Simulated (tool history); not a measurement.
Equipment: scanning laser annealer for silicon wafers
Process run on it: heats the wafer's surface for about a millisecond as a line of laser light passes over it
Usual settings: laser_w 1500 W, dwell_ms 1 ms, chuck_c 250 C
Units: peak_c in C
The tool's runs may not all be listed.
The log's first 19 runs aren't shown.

run 20 hour=1176.5 | laser_w=1500 dwell_ms=1 chuck_c=250 | peak_c=1072
run 21 hour=1217.2 | laser_w=1579 dwell_ms=1.01 chuck_c=264 | peak_c=1142
run 22 hour=1287.3 | laser_w=1631 dwell_ms=1.22 chuck_c=262 | peak_c=1260
run 23 hour=1325.4 | laser_w=1500 dwell_ms=0.99 chuck_c=250 | peak_c=1055
run 24 hour=1365.4 | laser_w=1473 dwell_ms=0.8 chuck_c=282 | peak_c=986
run 25 hour=1432.2 | laser_w=1456 dwell_ms=1 chuck_c=250 | peak_c=1020
run 26 hour=1475.2 | laser_w=1585 dwell_ms=0.89 chuck_c=250 | peak_c=1059
run 27 hour=1512 | laser_w=1371 dwell_ms=0.75 chuck_c=232 | peak_c=845
run 28 hour=1570.6 | laser_w=1308 dwell_ms=1.2 chuck_c=276 | peak_c=996
run 29 hour=1634.5 | laser_w=1308 dwell_ms=1.2 chuck_c=261 | peak_c=977
-- hour=1721.2 window over the wafer cleaned
run 30 hour=1721.2 | laser_w=1304 dwell_ms=1.2 chuck_c=253 | peak_c=1010
run 31 hour=1759.3 | laser_w=1304 dwell_ms=1.2 chuck_c=253 | peak_c=1010
run 32 hour=1836.1 | laser_w=1304 dwell_ms=1.19 chuck_c=267 | peak_c=1015
run 33 hour=1877.7 | laser_w=1351 dwell_ms=1.19 chuck_c=267 | peak_c=1045
run 34 hour=1914.7 | laser_w=1351 dwell_ms=1.19 chuck_c=267 | peak_c=1046
run 35 hour=1981.7 | laser_w=1643 dwell_ms=0.94 chuck_c=252 | peak_c=1137
run 36 hour=2022.7 | laser_w=1482 dwell_ms=0.85 chuck_c=240 | peak_c=975
run 37 hour=2089.2 | laser_w=1498 dwell_ms=1 chuck_c=250 | peak_c=1053
-- hour=2115 optics aligned, line set to its width
run 38 hour=2148.3 | laser_w=1427 dwell_ms=0.75 chuck_c=261 | peak_c=923
run 39 hour=2185.7 | laser_w=1500 dwell_ms=1.24 chuck_c=239 | peak_c=1144

Below are 3 alternative next runs, each starting from the tool's condition after run 39. Predict each:
run A hour=2255.5 | laser_w=1573 dwell_ms=0.9 chuck_c=239 | peak_c=?
run B hour=2255.5 | laser_w=1391 dwell_ms=1.15 chuck_c=249 | peak_c=?
run C hour=2255.5 | laser_w=1417 dwell_ms=0.86 chuck_c=239 | peak_c=?

run=A peak_c=1058
run=B peak_c=1036
run=C peak_c=938
Without the tool's unlogged condition, the same runs would have read:
run=A peak_c=1083
run=B peak_c=1060
run=C peak_c=959

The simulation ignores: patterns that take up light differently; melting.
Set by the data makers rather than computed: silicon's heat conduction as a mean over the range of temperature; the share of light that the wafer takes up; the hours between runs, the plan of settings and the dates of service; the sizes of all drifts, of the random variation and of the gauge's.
